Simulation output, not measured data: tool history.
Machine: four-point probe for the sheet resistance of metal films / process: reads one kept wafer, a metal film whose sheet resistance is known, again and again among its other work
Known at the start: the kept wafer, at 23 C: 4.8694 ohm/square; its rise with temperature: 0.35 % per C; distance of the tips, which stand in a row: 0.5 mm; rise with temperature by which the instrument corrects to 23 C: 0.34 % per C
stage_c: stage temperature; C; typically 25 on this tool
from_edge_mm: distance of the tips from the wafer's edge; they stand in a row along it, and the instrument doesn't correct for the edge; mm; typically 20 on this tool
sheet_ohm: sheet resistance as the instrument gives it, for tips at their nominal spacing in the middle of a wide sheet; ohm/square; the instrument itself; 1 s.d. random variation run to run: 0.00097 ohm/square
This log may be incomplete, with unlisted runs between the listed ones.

run,hour,stage_c,from_edge_mm,sheet_ohm
1,0.0,25,20,4.871756
2,48.1,25,20,4.872139
3,121.4,25,20,4.873538
4,178.8,26,20,4.875543
5,245.2,26,20,4.871618
6,296.5,26,20,4.874184
7,357.5,26,20,4.872254
8,402.5,25,20,4.872575
9,473.7,25,20,4.872894
10,550.3,34,20,4.880464
11,602.9,34,20,4.878291
# hour 667.0: new probe head fitted
12,679.4,34,20,4.879305
13,768.1,25,8,4.881894
14,852.6,25,8,4.881240
15,929.5,32,8,4.886290
16,971.5,23,4,4.910062
17,1054.1,31,66,4.875547
18,1129.5,29,18,4.875273
19,1186.1,25,30,4.871392
20,1260.8,34,30,4.877142
21,1312.4,34,30,4.879139
22,1368.7,19,6,4.886195
23,1431.8,22,51,4.867898
24,1497.1,26,61,4.872190
25,1578.1,19,37,4.866294
26,1665.5,19,37,4.868096
27,1729.7,19,37,4.866143

5 ways to go on from here, each from the tool as it stands after run 27. What would each give?
A,1785.4,22,54,?
B,1785.4,25,13,?
C,1785.4,21,34,?
D,1785.4,32,53,?
E,1785.4,25,3,?

run,sheet_ohm
A,4.869297
B,4.874078
C,4.870016
D,4.876200
E,4.942456
Stripped of hidden state, with their random variation kept, the same runs would have yielded:
run,sheet_ohm
A,4.869154
B,4.873935
C,4.869873
D,4.876057
E,4.942311
